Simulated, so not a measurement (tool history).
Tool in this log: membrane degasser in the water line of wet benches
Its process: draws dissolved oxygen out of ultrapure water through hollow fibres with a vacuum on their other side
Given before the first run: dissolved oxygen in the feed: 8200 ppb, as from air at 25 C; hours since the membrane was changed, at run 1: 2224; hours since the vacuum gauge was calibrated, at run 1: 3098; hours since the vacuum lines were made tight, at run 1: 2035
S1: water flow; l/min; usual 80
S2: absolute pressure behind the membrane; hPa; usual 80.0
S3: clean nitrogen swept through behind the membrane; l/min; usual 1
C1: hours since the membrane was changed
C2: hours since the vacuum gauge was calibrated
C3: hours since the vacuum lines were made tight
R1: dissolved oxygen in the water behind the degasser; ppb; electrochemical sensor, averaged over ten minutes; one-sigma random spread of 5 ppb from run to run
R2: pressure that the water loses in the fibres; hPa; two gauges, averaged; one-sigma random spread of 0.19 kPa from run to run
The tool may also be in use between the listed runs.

run,hour,S1,S2,S3,C1,C2,C3,R1,R2
1,0.0,80,80.0,1,2224,3098,2035,611.0,401.8
2,34.7,80,80.0,1,2259,3132,2069,615.3,405.6
3,70.3,80,80.0,1,2294,3168,2105,611.4,403.1
4,127.1,80,80.0,1,2351,3225,2162,600.3,402.2
5,177.8,80,80.0,1,2402,3276,2212,614.3,406.2
6,230.6,80,80.0,1,2455,3328,2265,610.9,406.1
7,297.2,84,80.0,1,2521,3395,2332,638.5,425.6
8,348.6,111,80.0,1,2572,3446,2383,754.5,563.5

Predict the results of run 9:
9,409.6,111,81.5,1,2634,3507,2444,?,?

R1: 778.4 ppb
R2: 561.0 hPa
On a tool with no hidden condition, and with the same random variation, this run would have come out at R1 777.9 ppb, R2 557.2 hPa.

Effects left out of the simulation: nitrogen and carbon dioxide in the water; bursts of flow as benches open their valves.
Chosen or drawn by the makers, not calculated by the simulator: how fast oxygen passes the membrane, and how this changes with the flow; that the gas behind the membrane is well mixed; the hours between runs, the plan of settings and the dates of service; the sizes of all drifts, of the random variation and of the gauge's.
